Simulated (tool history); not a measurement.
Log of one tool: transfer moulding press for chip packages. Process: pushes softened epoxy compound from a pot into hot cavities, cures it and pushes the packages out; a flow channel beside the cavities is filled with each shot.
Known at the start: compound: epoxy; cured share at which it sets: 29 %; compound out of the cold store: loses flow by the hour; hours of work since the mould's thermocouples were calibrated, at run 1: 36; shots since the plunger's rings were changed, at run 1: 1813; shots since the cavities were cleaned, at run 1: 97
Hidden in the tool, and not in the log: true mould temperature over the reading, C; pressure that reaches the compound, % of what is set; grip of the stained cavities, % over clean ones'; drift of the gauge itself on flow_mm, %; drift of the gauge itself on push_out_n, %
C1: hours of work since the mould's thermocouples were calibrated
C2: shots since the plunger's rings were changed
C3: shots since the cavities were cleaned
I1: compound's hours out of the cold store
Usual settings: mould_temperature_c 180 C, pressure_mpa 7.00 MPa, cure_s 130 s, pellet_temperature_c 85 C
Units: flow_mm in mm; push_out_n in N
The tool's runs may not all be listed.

run 1 hour=0.0 | mould_temperature_c=180 pressure_mpa=7.00 cure_s=130 pellet_temperature_c=85 | C1=36 C2=1813 C3=97 | I1=34.1 | flow_mm=644 push_out_n=175
run 2 hour=11.6 | mould_temperature_c=180 pressure_mpa=7.00 cure_s=130 pellet_temperature_c=88 | C1=41 C2=1894 C3=178 | I1=45.0 | flow_mm=625 push_out_n=182
run 3 hour=17.5 | mould_temperature_c=180 pressure_mpa=7.00 cure_s=130 pellet_temperature_c=88 | C1=44 C2=1935 C3=219 | I1=15.9 | flow_mm=677 push_out_n=190
run 4 hour=27.3 | mould_temperature_c=180 pressure_mpa=7.18 cure_s=130 pellet_temperature_c=85 | C1=48 C2=2003 C3=287 | I1=14.9 | flow_mm=688 push_out_n=195
run 5 hour=39.1 | mould_temperature_c=180 pressure_mpa=6.10 cure_s=130 pellet_temperature_c=85 | C1=54 C2=2084 C3=368 | I1=35.1 | flow_mm=594 push_out_n=199
run 6 hour=44.7 | mould_temperature_c=180 pressure_mpa=7.00 cure_s=130 pellet_temperature_c=85 | C1=56 C2=2124 C3=408 | I1=46.8 | flow_mm=623 push_out_n=196
run 7 hour=49.8 | mould_temperature_c=180 pressure_mpa=7.00 cure_s=130 pellet_temperature_c=85 | C1=59 C2=2159 C3=443 | I1=13.0 | flow_mm=674 push_out_n=207
-- hour=52.8 mould's thermocouples calibrated
-- hour=55.8 cavities cleaned with cleaning compound and waxed
run 8 hour=60.0 | mould_temperature_c=180 pressure_mpa=7.00 cure_s=130 pellet_temperature_c=85 | C1=3 C2=2205 C3=29 | I1=45.7 | flow_mm=623 push_out_n=174
run 9 hour=71.2 | mould_temperature_c=180 pressure_mpa=7.23 cure_s=130 pellet_temperature_c=90 | C1=8 C2=2283 C3=107 | I1=40.5 | flow_mm=634 push_out_n=178
run 10 hour=82.3 | mould_temperature_c=180 pressure_mpa=7.00 cure_s=153 pellet_temperature_c=85 | C1=13 C2=2360 C3=184 | I1=11.8 | flow_mm=685 push_out_n=177
run 11 hour=89.0 | mould_temperature_c=185 pressure_mpa=6.06 cure_s=150 pellet_temperature_c=85 | C1=16 C2=2407 C3=231 | I1=37.7 | flow_mm=577 push_out_n=179
run 12 hour=98.1 | mould_temperature_c=185 pressure_mpa=6.06 cure_s=150 pellet_temperature_c=85 | C1=20 C2=2470 C3=294 | I1=22.3 | flow_mm=599 push_out_n=174
-- hour=102.3 mould's thermocouples calibrated, once more
run 13 hour=107.0 | mould_temperature_c=175 pressure_mpa=5.34 cure_s=130 pellet_temperature_c=85 | C1=2 C2=2518 C3=342 | I1=20.1 | flow_mm=597 push_out_n=239
run 14 hour=118.6 | mould_temperature_c=187 pressure_mpa=7.67 cure_s=121 pellet_temperature_c=85 | C1=7 C2=2599 C3=423 | I1=36.8 | flow_mm=640 push_out_n=188
-- hour=126.2 cavities cleaned with cleaning compound and waxed
run 15 hour=126.7 | mould_temperature_c=187 pressure_mpa=7.67 cure_s=121 pellet_temperature_c=85 | C1=10 C2=2644 C3=4 | I1=24.2 | flow_mm=653 push_out_n=157
run 16 hour=135.5 | mould_temperature_c=173 pressure_mpa=5.58 cure_s=122 pellet_temperature_c=95 | C1=14 C2=2705 C3=65 | I1=41.8 | flow_mm=577 push_out_n=265

Some steps in flow_mm between neighbouring runs. How much of each would the tool show without its hidden state too (settings, what came in, random variation), and how much is left for the hidden state, with any gauge scatter that isn't in both results?
Run 10 -> 11: mould_temperature_c 180 -> 185, pressure_mpa 7.00 -> 6.06, cure_s 153 -> 150. flow_mm -108 mm: hidden state +3, all else -111.

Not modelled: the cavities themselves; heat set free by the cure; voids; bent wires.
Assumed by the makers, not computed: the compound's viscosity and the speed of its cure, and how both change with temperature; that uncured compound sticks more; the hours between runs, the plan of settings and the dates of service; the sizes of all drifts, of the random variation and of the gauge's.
